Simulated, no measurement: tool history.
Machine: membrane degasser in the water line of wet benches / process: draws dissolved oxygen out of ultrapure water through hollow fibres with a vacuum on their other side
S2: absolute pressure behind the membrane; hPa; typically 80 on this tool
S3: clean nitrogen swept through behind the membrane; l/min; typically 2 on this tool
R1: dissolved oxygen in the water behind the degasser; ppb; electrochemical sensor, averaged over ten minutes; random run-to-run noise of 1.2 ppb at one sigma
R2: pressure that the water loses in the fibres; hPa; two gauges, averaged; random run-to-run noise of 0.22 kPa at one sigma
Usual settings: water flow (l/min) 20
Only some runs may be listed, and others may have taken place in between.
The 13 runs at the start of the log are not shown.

Run 14, hour 609.6: usual settings but S2 90.6 hPa. Result: R1 146.5 ppb, R2 561.5 hPa.
At hour 652.7: vacuum gauge calibrated.
Run 15, hour 677.7: usual settings but S2 90.6 hPa. Result: R1 143.3 ppb, R2 563 hPa.
Run 16, hour 747.4: usual settings but S2 90.6 hPa. Result: R1 141.2 ppb, R2 563.6 hPa.
Run 17, hour 794.8: usual settings but S2 63.9 hPa, S3 1.68 l/min. Result: R1 94.6 ppb, R2 564.7 hPa.
Run 18, hour 838.1: usual settings but S2 63.9 hPa, S3 1.68 l/min. Result: R1 93.2 ppb, R2 560.1 hPa.
Run 19, hour 890.3: usual settings but S3 0.94 l/min. Result: R1 227.8 ppb, R2 558.9 hPa.
Run 20, hour 941.1: usual settings but water flow (l/min) 15, S2 189.1 hPa, S3 0.86 l/min. Result: R1 597.2 ppb, R2 422.2 hPa.
Run 21, hour 1006.2: usual settings but water flow (l/min) 16, S2 63.2 hPa. Result: R1 61.7 ppb, R2 453.5 hPa.
Run 22, hour 1042.7: usual settings but water flow (l/min) 16, S2 63.2 hPa. Result: R1 62.3 ppb, R2 451.6 hPa.
Run 23, hour 1108.8: usual settings but water flow (l/min) 24, S2 48.3 hPa, S3 3.38 l/min. Result: R1 35.3 ppb, R2 676.9 hPa.
Run 24, hour 1170.4: usual settings but water flow (l/min) 24, S2 127.4 hPa, S3 3.38 l/min. Result: R1 166.1 ppb, R2 677.2 hPa.
Run 25, hour 1201.2: usual settings but water flow (l/min) 24, S2 127.4 hPa, S3 3.38 l/min. Result: R1 168.4 ppb, R2 677.1 hPa.
Run 26, hour 1242.6: usual settings but water flow (l/min) 27, S2 199.8 hPa, S3 2.48 l/min. Result: R1 418.2 ppb, R2 763.9 hPa.
Run 27, hour 1311: usual settings but water flow (l/min) 25, S2 156.2 hPa, S3 1.23 l/min. Result: R1 544.3 ppb, R2 707.4 hPa.
Run 28, hour 1356: usual settings but water flow (l/min) 25, S2 156.2 hPa, S3 2.2 l/min. Result: R1 325.5 ppb, R2 703.9 hPa.
Run 29, hour 1410.8: usual settings but water flow (l/min) 30, S2 76.6 hPa. Result: R1 165.2 ppb, R2 848.5 hPa.
Run 30, hour 1475.5: usual settings but water flow (l/min) 30, S2 155.1 hPa, S3 1.77 l/min. Result: R1 456.8 ppb, R2 852.2 hPa.
Run 31, hour 1548.5: usual settings but water flow (l/min) 19, S2 82 hPa, S3 1.77 l/min. Result: R1 131.4 ppb, R2 535.1 hPa.

Consider 3 possible next runs. They are alternatives, not a sequence: every one starts from the tool as it was left by run 31. What does each give?
Run A, hour 1598.8: usual settings but water flow (l/min) 17, S2 90 hPa, S3 1.94 l/min. Result: R1 ?, R2 ?.
Run B, hour 1598.8: usual settings but water flow (l/min) 14, S2 57 hPa. Result: R1 ?, R2 ?.
Run C, hour 1598.8: usual settings but water flow (l/min) 24, S2 163.5 hPa, S3 1.64 l/min. Result: R1 ?, R2 ?.

run     R1     R2
  A  123.2  478.8
  B   45.7  395.9
  C  436.9  680.6
What these runs would have given with no unlogged condition in the tool:
run     R1     R2
  A  120.9  466.4
  B   44.2  385.6
  C  432.5    663
